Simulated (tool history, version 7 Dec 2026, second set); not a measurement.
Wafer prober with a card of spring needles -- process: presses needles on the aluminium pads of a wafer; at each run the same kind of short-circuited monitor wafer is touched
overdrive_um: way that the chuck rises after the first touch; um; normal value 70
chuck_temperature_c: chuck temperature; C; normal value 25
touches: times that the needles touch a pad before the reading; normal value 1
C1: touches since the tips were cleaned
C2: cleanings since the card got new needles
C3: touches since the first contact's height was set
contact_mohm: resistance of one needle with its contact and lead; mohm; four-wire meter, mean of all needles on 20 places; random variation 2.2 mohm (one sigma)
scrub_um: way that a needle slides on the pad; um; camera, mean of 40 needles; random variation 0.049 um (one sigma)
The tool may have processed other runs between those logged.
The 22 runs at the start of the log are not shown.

At day 7.617: height of the first contact set anew, once more.
Run 23, day 7.633: usual settings but chuck_temperature_c 26 C, touches 2; C1 1547; C2 15; C3 63. Result: contact_mohm 269 mohm, scrub_um 17.32 um.
At day 7.767: tips cleaned on abrasive film.
Run 24, day 7.996: usual settings but overdrive_um 86 um, chuck_temperature_c 26 C, touches 3; C1 891; C2 16; C3 1452. Result: contact_mohm 261 mohm, scrub_um 21.19 um.
At day 8.312: tips cleaned on abrasive film.
Run 25, day 8.396: usual settings but overdrive_um 86 um, chuck_temperature_c 26 C, touches 3; C1 322; C2 17; C3 2977. Result: contact_mohm 252 mohm, scrub_um 21.23 um.
Run 26, day 8.779: usual settings but overdrive_um 53 um, chuck_temperature_c 55 C; C1 1808; C2 17; C3 4463. Result: contact_mohm 298 mohm, scrub_um 13.10 um.
At day 8.850: tips cleaned on abrasive film.
Run 27, day 9.167: usual settings but chuck_temperature_c 98 C, touches 2; C1 1211; C2 18; C3 5933. Result: contact_mohm 287 mohm, scrub_um 17.24 um.
At day 9.388: tips cleaned on abrasive film.
Run 28, day 9.629: usual settings but overdrive_um 74 um, chuck_temperature_c 93 C, touches 2; C1 928; C2 19; C3 7709. Result: contact_mohm 280 mohm, scrub_um 18.32 um.
At day 9.925: tips cleaned on abrasive film.
Run 29, day 9.925: usual settings but chuck_temperature_c 38 C; C1 0; C2 20; C3 8842. Result: contact_mohm 260 mohm, scrub_um 17.29 um.
Run 30, day 10.312: usual settings but overdrive_um 52 um, chuck_temperature_c 55 C; C1 1490; C2 20; C3 10332. Result: contact_mohm 295 mohm, scrub_um 12.79 um.
At day 10.462: tips cleaned on abrasive film.
Run 31, day 10.521: usual settings but overdrive_um 72 um, chuck_temperature_c 45 C, touches 2; C1 212; C2 21; C3 11115. Result: contact_mohm 262 mohm, scrub_um 17.73 um.
Run 32, day 10.896: usual settings but overdrive_um 72 um, chuck_temperature_c 45 C, touches 2; C1 1667; C2 21; C3 12570. Result: contact_mohm 270 mohm, scrub_um 17.75 um.
At day 11.004: tips cleaned on abrasive film.
Run 33, day 11.125: usual settings but overdrive_um 80 um, chuck_temperature_c 105 C; C1 469; C2 22; C3 13447. Result: contact_mohm 279 mohm, scrub_um 19.76 um.
Run 34, day 11.483: usual settings but overdrive_um 69 um, chuck_temperature_c 105 C; C1 1842; C2 22; C3 14820. Result: contact_mohm 298 mohm, scrub_um 17.00 um.

Below are 4 alternative next runs, each starting from the tool's condition after run 34. Predict each:
At day 11.554: tips cleaned on abrasive film.
Run A, day 11.771: usual settings but touches 3; C1 831; C2 23; C3 15919. Result: contact_mohm ?, scrub_um ?.
At day 11.554: tips cleaned on abrasive film.
Run B, day 11.771: usual settings but overdrive_um 72 um, chuck_temperature_c 105 C; C1 831; C2 23; C3 15919. Result: contact_mohm ?, scrub_um ?.
At day 11.554: tips cleaned on abrasive film.
Run C, day 11.771: usual settings but chuck_temperature_c 43 C; C1 831; C2 23; C3 15919. Result: contact_mohm ?, scrub_um ?.
At day 11.554: tips cleaned on abrasive film.
Run D, day 11.771: usual settings but overdrive_um 69 um, chuck_temperature_c 53 C; C1 831; C2 23; C3 15919. Result: contact_mohm ?, scrub_um ?.

run  contact_mohm  scrub_um
  A           260     17.15
  B           289     17.65
  C           269     17.23
  D           278     16.95
Without the tool's unlogged condition, the same runs would have read:
run  contact_mohm  scrub_um
  A           256     17.27
  B           280     17.77
  C           259     17.35
  D           267     17.07

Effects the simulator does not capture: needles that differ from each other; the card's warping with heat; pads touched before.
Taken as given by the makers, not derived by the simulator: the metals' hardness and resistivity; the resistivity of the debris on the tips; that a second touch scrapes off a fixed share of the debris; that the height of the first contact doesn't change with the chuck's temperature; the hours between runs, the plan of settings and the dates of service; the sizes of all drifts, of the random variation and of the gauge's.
